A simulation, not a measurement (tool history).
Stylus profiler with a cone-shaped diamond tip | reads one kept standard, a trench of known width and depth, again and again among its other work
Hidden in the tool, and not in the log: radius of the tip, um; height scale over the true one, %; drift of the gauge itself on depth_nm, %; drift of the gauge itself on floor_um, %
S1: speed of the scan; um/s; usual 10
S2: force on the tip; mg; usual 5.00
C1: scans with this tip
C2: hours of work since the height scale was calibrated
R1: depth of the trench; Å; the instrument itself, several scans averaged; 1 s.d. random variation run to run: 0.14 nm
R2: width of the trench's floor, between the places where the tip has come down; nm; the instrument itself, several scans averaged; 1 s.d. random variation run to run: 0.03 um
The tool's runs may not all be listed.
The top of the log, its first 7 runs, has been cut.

run,day,S1,S2,C1,C2,R1,R2
8,17.417,10,5.00,22292,359,5075.3,16520
9,19.521,10,5.00,22795,399,5076.4,16510
10,21.088,14,5.00,23170,429,5076.3,16430
11,22.917,14,5.00,23608,464,5075.2,16420
12,25.129,14,5.00,24137,507,5073.1,16340
13,28.558,14,8.68,24958,572,5110.6,16350
14,31.938,7,8.68,25767,637,5112.2,16380
15,35.012,10,14.93,26503,696,5166.7,16350
16,36.567,10,14.93,26874,726,5164.9,16400
17,38.321,10,5.00,27294,759,5072.5,16360
18,40.104,10,13.30,27722,793,5149.1,16260
19,41.717,27,4.04,28107,824,5059.4,16240
20,43.342,2,9.23,28497,855,5111.2,16320
21,45.950,8,5.00,29120,905,5065.8,16250

What will run 22 give?
22,48.042,12,14.11,29621,945,?,?

{"run 22": {"R1": 5154.4, "R2": 16250}}
Were there no unlogged condition in the tool, this run, its random variation unchanged, would have produced R1 5171.5 Å, R2 17310 nm.
